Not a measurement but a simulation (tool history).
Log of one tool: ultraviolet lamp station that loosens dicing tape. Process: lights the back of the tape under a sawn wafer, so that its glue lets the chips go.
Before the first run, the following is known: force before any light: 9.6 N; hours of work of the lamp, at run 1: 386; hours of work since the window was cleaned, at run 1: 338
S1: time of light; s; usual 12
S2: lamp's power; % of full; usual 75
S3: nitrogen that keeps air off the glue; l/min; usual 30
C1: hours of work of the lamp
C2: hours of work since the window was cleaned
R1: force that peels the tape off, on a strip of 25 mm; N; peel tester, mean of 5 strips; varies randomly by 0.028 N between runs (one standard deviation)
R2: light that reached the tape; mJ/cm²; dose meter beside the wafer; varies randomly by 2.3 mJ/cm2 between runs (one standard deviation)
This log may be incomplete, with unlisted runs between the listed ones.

run   hour  S1  S2  S3   C1   C2     R1   R2
  1      0  12  75  30  386  338  1.868  183
  2   30.8  12  94  30  409  361  1.313  224
  3   55.1  12  75  30  427  379  1.897  179
  4   73.9  12  75  30  441  393  1.983  177
  5  104.1  12  75  30  464  416  1.992  178
  6  132.2  12  75  55  485  437  1.701  177
  7    165  12  75  30  509  462  2.048  173
  8  207.9  12  75  30  542  494  2.115  166
     210.1  -- window cleaned of glue's vapour
  9  243.8  12  75  30  568   25  2.215  161
 10  272.5  12  75  30  590   47  2.285  158
     294.4  -- window cleaned of glue's vapour, once more
     300.1  -- lamp changed
 11  307.6  21  75  30    6    9  0.481  381
 12    333  12  75  30   25   28  1.396  215
 13  367.1  12  75  30   50   54  1.463  212
 14  384.9  12  75  30   64   67  1.478  213
 15    416   6  71  30   87   90  3.976   99
 16  437.5  15  92  35  103  107  0.631  319
 17  472.1  12  71  30  129  133  1.719  194
 18  510.8  14  65  59  158  162  1.248  202
 19  532.5  14  65  59  175  178  1.274  204
 20  568.8   8  79  20  202  205   3.03  139
 21    590  12  82  20  218  221  1.666  216
 22    611  14  62  20  233  237  2.056  188
 23    653  14  62  20  265  268  2.141  188
 24  693.4   8  74  37  295  299   2.95  124
 25  731.7   8  74  37  324  328   2.93  124
 26  771.7  17  75  18  354  358  1.282  259
 27  808.5   9  62  12  382  385  4.239  110

Forecast each of these 4 alternatives for the next run:
  A  828.1   9  63  12  396  400   ?   ?
  B  828.1   6  72  16  396  400   ?   ?
  C  828.1  12  77  54  396  400   ?   ?
  D  828.1   8  72  30  396  400   ?   ?

run     R1   R2
  A  4.318  112
  B   4.94   86
  C  1.541  186
  D  3.391  112
Take away the tool's hidden state, keep each run's random variation, and the runs would have read:
run     R1   R2
  A  3.582  139
  B  4.226  106
  C  1.049  230
  D  2.671  138
